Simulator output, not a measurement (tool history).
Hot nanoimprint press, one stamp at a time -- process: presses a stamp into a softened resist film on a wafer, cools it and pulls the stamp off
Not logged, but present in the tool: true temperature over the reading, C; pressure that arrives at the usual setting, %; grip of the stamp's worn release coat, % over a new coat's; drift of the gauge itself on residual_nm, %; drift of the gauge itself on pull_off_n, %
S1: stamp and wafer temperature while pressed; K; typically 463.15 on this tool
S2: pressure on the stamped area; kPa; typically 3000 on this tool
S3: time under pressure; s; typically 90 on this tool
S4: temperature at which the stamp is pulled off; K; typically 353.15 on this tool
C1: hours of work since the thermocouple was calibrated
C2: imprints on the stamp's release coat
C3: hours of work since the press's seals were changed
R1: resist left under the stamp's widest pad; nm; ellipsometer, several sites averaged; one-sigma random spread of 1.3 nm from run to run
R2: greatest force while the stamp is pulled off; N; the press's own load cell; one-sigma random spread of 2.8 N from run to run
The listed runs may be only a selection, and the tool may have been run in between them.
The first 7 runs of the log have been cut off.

run,hour,S1,S2,S3,S4,C1,C2,C3,R1,R2
8,66.2,463.15,3000,90,359.15,379,847,121,238.9,147
9,75.0,463.15,3000,90,359.15,384,878,127,239.1,148
# hour 78.8: plate thermocouple calibrated
10,90.5,463.15,3000,96,353.15,8,923,135,236.5,176
11,102.1,474.15,3000,96,353.15,15,963,143,153.3,180
12,108.6,474.15,3000,96,353.15,20,986,147,154.1,177
13,119.1,474.15,3000,96,353.15,27,1023,154,152.7,183
14,131.1,474.15,3000,96,353.15,35,1066,162,152.7,185
15,138.1,474.15,3000,96,353.15,39,1090,167,155.1,186
16,150.1,463.15,3000,90,353.15,47,1133,175,242.6,194
# hour 157.8: plate thermocouple calibrated, once more
17,163.6,466.15,3000,54,353.15,4,1170,182,247.5,190
18,177.2,467.15,3000,54,353.15,13,1217,191,238.5,188
19,185.2,474.15,3000,64,353.15,18,1246,196,177.4,194
20,194.2,463.15,4730,163,343.15,24,1277,202,160.3,251
21,202.9,473.15,3030,99,351.15,30,1308,208,153.8,212
22,214.8,474.15,4760,179,361.15,38,1350,216,91.0,158
23,225.1,457.15,4760,179,342.15,45,1387,222,201.0,253
24,232.2,454.15,4760,179,342.15,49,1411,227,230.8,267
25,243.4,467.15,4330,89,353.15,57,1451,235,173.1,203
26,257.2,467.15,4330,89,353.15,66,1500,244,174.0,212
27,266.6,467.15,4330,89,353.15,72,1533,250,175.8,206
28,280.0,463.15,3650,68,358.15,81,1580,259,241.9,184
29,292.5,463.15,3650,68,358.15,89,1624,267,241.9,187
30,305.5,459.15,2030,90,353.15,98,1670,276,306.4,216
31,315.5,456.15,1860,71,343.15,105,1705,282,345.9,266

Branching from run 31: 3 alternative next runs. What would each branch give?
A,329.8,463.15,1870,90,353.15,114,1755,292,?,?
B,329.8,463.15,3000,90,342.15,114,1755,292,?,?
C,329.8,451.15,3000,46,353.15,114,1755,292,?,?

run,R1,R2
A,278.2,218
B,238.5,283
C,364.8,215
With the hidden condition removed and each run's random variation left untouched, the same runs would have given:
run,R1,R2
A,272.2,127
B,231.3,167
C,361.1,126
